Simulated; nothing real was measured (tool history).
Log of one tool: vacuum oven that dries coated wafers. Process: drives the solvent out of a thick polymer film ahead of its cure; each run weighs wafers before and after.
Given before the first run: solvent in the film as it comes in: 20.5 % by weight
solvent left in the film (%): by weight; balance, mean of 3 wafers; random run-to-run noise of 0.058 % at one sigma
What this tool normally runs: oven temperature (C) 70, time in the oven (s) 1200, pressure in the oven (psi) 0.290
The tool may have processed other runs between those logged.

{"run": 1, "hour": 0.0, "oven temperature (C)": 70, "time in the oven (s)": 1200, "pressure in the oven (psi)": 0.29, "solvent left in the film (%)": 2.85}
{"run": 2, "hour": 67.3, "oven temperature (C)": 70, "time in the oven (s)": 1200, "pressure in the oven (psi)": 0.29, "solvent left in the film (%)": 2.93}
{"run": 3, "hour": 113.1, "oven temperature (C)": 70, "time in the oven (s)": 1200, "pressure in the oven (psi)": 0.29, "solvent left in the film (%)": 2.86}
{"run": 4, "hour": 175.6, "oven temperature (C)": 70, "time in the oven (s)": 1200, "pressure in the oven (psi)": 0.29, "solvent left in the film (%)": 2.96}
{"run": 5, "hour": 235.4, "oven temperature (C)": 62, "time in the oven (s)": 1200, "pressure in the oven (psi)": 0.29, "solvent left in the film (%)": 5.79}
{"run": 6, "hour": 297.4, "oven temperature (C)": 62, "time in the oven (s)": 1200, "pressure in the oven (psi)": 0.29, "solvent left in the film (%)": 5.87}
{"run": 7, "hour": 366.0, "oven temperature (C)": 70, "time in the oven (s)": 1200, "pressure in the oven (psi)": 0.29, "solvent left in the film (%)": 2.95}
{"run": 8, "hour": 424.5, "oven temperature (C)": 70, "time in the oven (s)": 1200, "pressure in the oven (psi)": 0.29, "solvent left in the film (%)": 2.95}
{"run": 9, "hour": 468.1, "oven temperature (C)": 80, "time in the oven (s)": 1200, "pressure in the oven (psi)": 0.29, "solvent left in the film (%)": 1.05}
{"run": 10, "hour": 545.2, "oven temperature (C)": 69, "time in the oven (s)": 1200, "pressure in the oven (psi)": 0.29, "solvent left in the film (%)": 3.31}
{"run": 11, "hour": 623.4, "oven temperature (C)": 69, "time in the oven (s)": 1200, "pressure in the oven (psi)": 0.29, "solvent left in the film (%)": 3.29}
{"run": 12, "hour": 683.2, "oven temperature (C)": 70, "time in the oven (s)": 1200, "pressure in the oven (psi)": 0.29, "solvent left in the film (%)": 2.99}
{"run": 13, "hour": 748.0, "oven temperature (C)": 56, "time in the oven (s)": 1200, "pressure in the oven (psi)": 0.29, "solvent left in the film (%)": 8.4}
{"run": 14, "hour": 805.5, "oven temperature (C)": 56, "time in the oven (s)": 1200, "pressure in the oven (psi)": 0.29, "solvent left in the film (%)": 8.42}
{"run": 15, "hour": 849.4, "oven temperature (C)": 70, "time in the oven (s)": 840, "pressure in the oven (psi)": 0.29, "solvent left in the film (%)": 4.49}
{"run": 16, "hour": 929.6, "oven temperature (C)": 70, "time in the oven (s)": 900, "pressure in the oven (psi)": 0.29, "solvent left in the film (%)": 4.2}
{"run": 17, "hour": 995.2, "oven temperature (C)": 70, "time in the oven (s)": 900, "pressure in the oven (psi)": 0.29, "solvent left in the film (%)": 4.25}
{"run": 18, "hour": 1047.2, "oven temperature (C)": 70, "time in the oven (s)": 900, "pressure in the oven (psi)": 0.29, "solvent left in the film (%)": 4.24}
{"run": 19, "hour": 1128.9, "oven temperature (C)": 70, "time in the oven (s)": 900, "pressure in the oven (psi)": 0.29, "solvent left in the film (%)": 4.24}
{"run": 20, "hour": 1188.6, "oven temperature (C)": 70, "time in the oven (s)": 900, "pressure in the oven (psi)": 0.29, "solvent left in the film (%)": 4.24}
{"run": 21, "hour": 1269.5, "oven temperature (C)": 70, "time in the oven (s)": 900, "pressure in the oven (psi)": 0.29, "solvent left in the film (%)": 4.17}
{"run": 22, "hour": 1324.3, "oven temperature (C)": 57, "time in the oven (s)": 1200, "pressure in the oven (psi)": 0.29, "solvent left in the film (%)": 8.1}
{"run": 23, "hour": 1408.4, "oven temperature (C)": 57, "time in the oven (s)": 1200, "pressure in the oven (psi)": 0.29, "solvent left in the film (%)": 7.97}
{"run": 24, "hour": 1472.5, "oven temperature (C)": 75, "time in the oven (s)": 1980, "pressure in the oven (psi)": 0.189, "solvent left in the film (%)": 0.82}
{"run": 25, "hour": 1530.9, "oven temperature (C)": 70, "time in the oven (s)": 780, "pressure in the oven (psi)": 0.29, "solvent left in the film (%)": 5.14}
{"run": 26, "hour": 1582.2, "oven temperature (C)": 64, "time in the oven (s)": 1020, "pressure in the oven (psi)": 0.471, "solvent left in the film (%)": 6.63}
{"run": 27, "hour": 1640.8, "oven temperature (C)": 80, "time in the oven (s)": 840, "pressure in the oven (psi)": 0.29, "solvent left in the film (%)": 1.68}
{"run": 28, "hour": 1691.0, "oven temperature (C)": 57, "time in the oven (s)": 660, "pressure in the oven (psi)": 0.178, "solvent left in the film (%)": 10.73}
{"run": 29, "hour": 1757.3, "oven temperature (C)": 57, "time in the oven (s)": 660, "pressure in the oven (psi)": 0.178, "solvent left in the film (%)": 10.93}
{"hour": 1815.7, "done": "oven's thermocouples calibrated"}
{"run": 30, "hour": 1833.7, "oven temperature (C)": 57, "time in the oven (s)": 840, "pressure in the oven (psi)": 0.244, "solvent left in the film (%)": 9.66}
{"run": 31, "hour": 1916.9, "oven temperature (C)": 57, "time in the oven (s)": 840, "pressure in the oven (psi)": 0.244, "solvent left in the film (%)": 9.64}
{"run": 32, "hour": 1955.0, "oven temperature (C)": 66, "time in the oven (s)": 1920, "pressure in the oven (psi)": 0.29, "solvent left in the film (%)": 2.52}
{"run": 33, "hour": 2038.0, "oven temperature (C)": 66, "time in the oven (s)": 1920, "pressure in the oven (psi)": 0.29, "solvent left in the film (%)": 2.49}
{"run": 34, "hour": 2102.9, "oven temperature (C)": 70, "time in the oven (s)": 660, "pressure in the oven (psi)": 0.335, "solvent left in the film (%)": 6.0}
{"run": 35, "hour": 2154.2, "oven temperature (C)": 81, "time in the oven (s)": 1860, "pressure in the oven (psi)": 0.29, "solvent left in the film (%)": 0.77}
{"run": 36, "hour": 2226.9, "oven temperature (C)": 81, "time in the oven (s)": 1440, "pressure in the oven (psi)": 0.947, "solvent left in the film (%)": 2.74}
{"run": 37, "hour": 2296.6, "oven temperature (C)": 68, "time in the oven (s)": 900, "pressure in the oven (psi)": 0.146, "solvent left in the film (%)": 4.35}
{"run": 38, "hour": 2340.3, "oven temperature (C)": 55, "time in the oven (s)": 900, "pressure in the oven (psi)": 0.235, "solvent left in the film (%)": 10.33}
{"run": 39, "hour": 2399.8, "oven temperature (C)": 55, "time in the oven (s)": 720, "pressure in the oven (psi)": 0.161, "solvent left in the film (%)": 11.02}
{"run": 40, "hour": 2444.5, "oven temperature (C)": 55, "time in the oven (s)": 1140, "pressure in the oven (psi)": 0.26, "solvent left in the film (%)": 9.0}
{"run": 41, "hour": 2520.9, "oven temperature (C)": 55, "time in the oven (s)": 1140, "pressure in the oven (psi)": 0.26, "solvent left in the film (%)": 9.11}
{"run": 42, "hour": 2594.5, "oven temperature (C)": 55, "time in the oven (s)": 1140, "pressure in the oven (psi)": 0.26, "solvent left in the film (%)": 9.18}
{"run": 43, "hour": 2675.6, "oven temperature (C)": 55, "time in the oven (s)": 1140, "pressure in the oven (psi)": 0.26, "solvent left in the film (%)": 9.2}
{"run": 44, "hour": 2719.0, "oven temperature (C)": 55, "time in the oven (s)": 840, "pressure in the oven (psi)": 0.567, "solvent left in the film (%)": 11.97}
{"run": 45, "hour": 2777.5, "oven temperature (C)": 55, "time in the oven (s)": 840, "pressure in the oven (psi)": 0.567, "solvent left in the film (%)": 12.17}
{"run": 46, "hour": 2863.1, "oven temperature (C)": 55, "time in the oven (s)": 840, "pressure in the oven (psi)": 0.567, "solvent left in the film (%)": 12.06}

3 options for the next run, each taken on its own from the tool as it stands now. Forecast them:
{"run": "A", "hour": 2945.5, "oven temperature (C)": 84, "time in the oven (s)": 900, "pressure in the oven (psi)": 0.396, "solvent left in the film (%)": "?"}
{"run": "B", "hour": 2945.5, "oven temperature (C)": 55, "time in the oven (s)": 960, "pressure in the oven (psi)": 0.474, "solvent left in the film (%)": "?"}
{"run": "C", "hour": 2945.5, "oven temperature (C)": 75, "time in the oven (s)": 840, "pressure in the oven (psi)": 0.558, "solvent left in the film (%)": "?"}

run=A solvent_left_in_the_film_(%)=1.22
run=B solvent_left_in_the_film_(%)=10.99
run=C solvent_left_in_the_film_(%)=3.75
Take away the tool's hidden state, keep each run's random variation, and the runs would have read:
run=A solvent_left_in_the_film_(%)=1.21
run=B solvent_left_in_the_film_(%)=10.96
run=C solvent_left_in_the_film_(%)=3.74

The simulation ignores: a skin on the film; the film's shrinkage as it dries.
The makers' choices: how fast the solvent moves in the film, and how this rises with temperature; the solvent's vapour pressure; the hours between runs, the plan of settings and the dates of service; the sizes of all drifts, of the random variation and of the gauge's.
